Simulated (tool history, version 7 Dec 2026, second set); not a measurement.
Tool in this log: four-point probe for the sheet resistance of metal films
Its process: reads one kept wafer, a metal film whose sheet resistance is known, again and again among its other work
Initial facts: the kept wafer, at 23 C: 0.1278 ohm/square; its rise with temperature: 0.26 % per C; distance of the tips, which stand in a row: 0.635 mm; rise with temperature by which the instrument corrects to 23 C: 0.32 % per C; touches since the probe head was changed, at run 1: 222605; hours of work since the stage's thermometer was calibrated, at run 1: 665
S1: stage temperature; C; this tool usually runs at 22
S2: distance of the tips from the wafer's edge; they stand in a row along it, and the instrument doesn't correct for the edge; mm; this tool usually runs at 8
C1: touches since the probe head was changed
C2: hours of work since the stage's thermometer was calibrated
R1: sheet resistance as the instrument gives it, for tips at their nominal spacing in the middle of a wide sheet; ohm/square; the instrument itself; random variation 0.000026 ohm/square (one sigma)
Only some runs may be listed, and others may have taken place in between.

run	hour	S1	S2	C1	C2	R1
1	0.0	22	8	222605	665	0.128938
# hour 41.2: new probe head fitted
2	41.2	22	8	0	697	0.127947
3	132.1	22	8	5773	768	0.127936
4	190.3	22	8	9466	814	0.127964
5	255.3	19	8	13594	866	0.128245
6	296.3	19	8	16199	898	0.128206
7	377.9	34	8	21376	962	0.127032
8	461.1	22	32	26660	1028	0.127565
9	518.9	22	32	30331	1074	0.127584
10	578.0	27	8	34084	1120	0.127621
11	618.0	22	4	36623	1152	0.129302
12	711.6	22	4	42568	1226	0.129321
13	790.7	22	4	47589	1288	0.129337
14	872.7	22	4	52795	1353	0.129358
15	919.5	22	4	55762	1390	0.129382
16	988.0	22	4	60116	1444	0.129412
17	1032.9	22	4	62967	1479	0.129366
18	1091.7	22	10	66695	1526	0.127975
19	1154.9	22	10	70712	1576	0.127987
20	1210.7	22	10	74254	1620	0.127916
21	1261.0	22	10	77444	1659	0.127960
22	1301.6	22	10	80026	1691	0.128028
23	1363.2	20	4	83937	1740	0.129642
24	1405.4	19	8	86615	1773	0.128403
25	1497.7	30	21	92473	1846	0.127135
26	1563.6	30	40	96661	1898	0.127178
27	1623.8	26	4	100483	1946	0.129149
28	1675.1	30	4	103737	1986	0.128834
29	1753.2	30	4	108698	2048	0.128816
30	1800.3	23	32	111686	2085	0.127760
31	1874.7	23	32	116410	2144	0.127772
32	1941.3	19	13	120635	2196	0.128266
33	1987.6	19	13	123581	2233	0.128240
34	2063.8	19	13	128418	2293	0.128300
35	2104.2	22	45	130978	2325	0.127901
36	2187.6	22	45	136279	2391	0.127922
37	2245.1	25	5	139926	2436	0.128715
# hour 2260.4: stage's thermometer calibrated
38	2301.6	27	5	143482	32	0.128767
39	2357.7	27	5	147042	77	0.128777
40	2438.9	27	5	152199	141	0.128766
41	2484.4	29	15	155091	177	0.127628
42	2566.6	25	5	160308	242	0.128961
43	2613.8	26	9	163306	279	0.128108
44	2682.6	22	51	167671	333	0.128168

Describe how what the log doesn't record of the tool's condition differs between the last listed run preceding each entry between runs and the first listed run following it.
Runs 1 to 2: new probe head fitted (hour 41.2)
  inner tips' distance over the nominal, %: 0.463 -> -0.254; tips' flats over new ones', %: 140 -> 0
  what was measured, less what the result would be without the hidden state, R1: +0.000610 -> -0.000387 ohm/square
Runs 37 to 38: stage's thermometer calibrated (hour 2260.4)
  inner tips' distance over the nominal, %: 0.104 -> 0.114; tips' flats over new ones', %: 93 -> 95; wafer's true temperature over the reading, C: -0.46 -> 0.07
  what was measured, less what the result would be without the hidden state, R1: -0.000008 -> +0.000181 ohm/square

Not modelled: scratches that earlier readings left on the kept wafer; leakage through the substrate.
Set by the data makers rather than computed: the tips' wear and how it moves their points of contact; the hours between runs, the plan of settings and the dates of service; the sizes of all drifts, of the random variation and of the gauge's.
